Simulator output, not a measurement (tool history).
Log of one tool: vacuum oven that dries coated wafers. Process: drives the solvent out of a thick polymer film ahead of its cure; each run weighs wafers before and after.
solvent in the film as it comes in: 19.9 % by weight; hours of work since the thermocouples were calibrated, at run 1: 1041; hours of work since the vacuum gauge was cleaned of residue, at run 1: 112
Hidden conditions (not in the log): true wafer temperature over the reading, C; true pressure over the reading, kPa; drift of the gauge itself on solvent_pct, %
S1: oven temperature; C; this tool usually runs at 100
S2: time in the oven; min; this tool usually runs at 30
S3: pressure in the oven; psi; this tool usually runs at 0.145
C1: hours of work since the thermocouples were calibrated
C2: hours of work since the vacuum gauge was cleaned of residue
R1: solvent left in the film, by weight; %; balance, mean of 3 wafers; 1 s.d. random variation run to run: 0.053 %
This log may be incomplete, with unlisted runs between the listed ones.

| run | hour | S1 | S2 | S3 | C1 | C2 | R1 |
|---|---|---|---|---|---|---|---|
| 1 | 0.0 | 100 | 30 | 0.145 | 1041 | 112 | 2.06 |
| 2 | 7.8 | 100 | 30 | 0.126 | 1046 | 117 | 1.84 |
| 3 | 17.4 | 100 | 30 | 0.126 | 1052 | 123 | 1.86 |
| 4 | 28.5 | 100 | 30 | 0.126 | 1060 | 131 | 1.77 |
| 5 | 35.5 | 100 | 30 | 0.145 | 1064 | 136 | 2.03 |
| 6 | 46.1 | 100 | 35 | 0.145 | 1071 | 143 | 1.70 |
| 7 | 57.5 | 100 | 35 | 0.145 | 1079 | 150 | 1.63 |
| 8 | 63.6 | 100 | 35 | 0.145 | 1083 | 155 | 1.73 |
| 9 | 70.5 | 100 | 30 | 0.145 | 1088 | 159 | 1.94 |
| 10 | 76.6 | 100 | 18 | 0.145 | 1092 | 163 | 3.62 |
| 11 | 84.2 | 100 | 18 | 0.145 | 1097 | 168 | 3.77 |
|  | 86.9 | vacuum gauge cleaned of residue and calibrated |
| 12 | 91.4 | 100 | 18 | 0.145 | 1101 | 3 | 3.72 |
| 13 | 102.1 | 100 | 18 | 0.145 | 1108 | 10 | 3.68 |
| 14 | 110.6 | 100 | 30 | 0.145 | 1114 | 16 | 1.96 |
| 15 | 122.4 | 100 | 40 | 0.145 | 1122 | 24 | 1.60 |
| 16 | 127.8 | 100 | 40 | 0.145 | 1125 | 28 | 1.52 |
|  | 130.6 | vacuum gauge cleaned of residue and calibrated, once more |
| 17 | 140.2 | 100 | 30 | 0.145 | 1133 | 6 | 1.90 |
| 18 | 146.5 | 102 | 19 | 0.347 | 1137 | 11 | 4.56 |

Estimate the outcome of run 19 from the log above:
| 19 | 153.3 | 105 | 35 | 0.145 | 1141 | 15 | ? |

Run 19 gave R1 1.27 %.
Minus the tool's unlogged condition, the same run would have read R1 1.35 %.
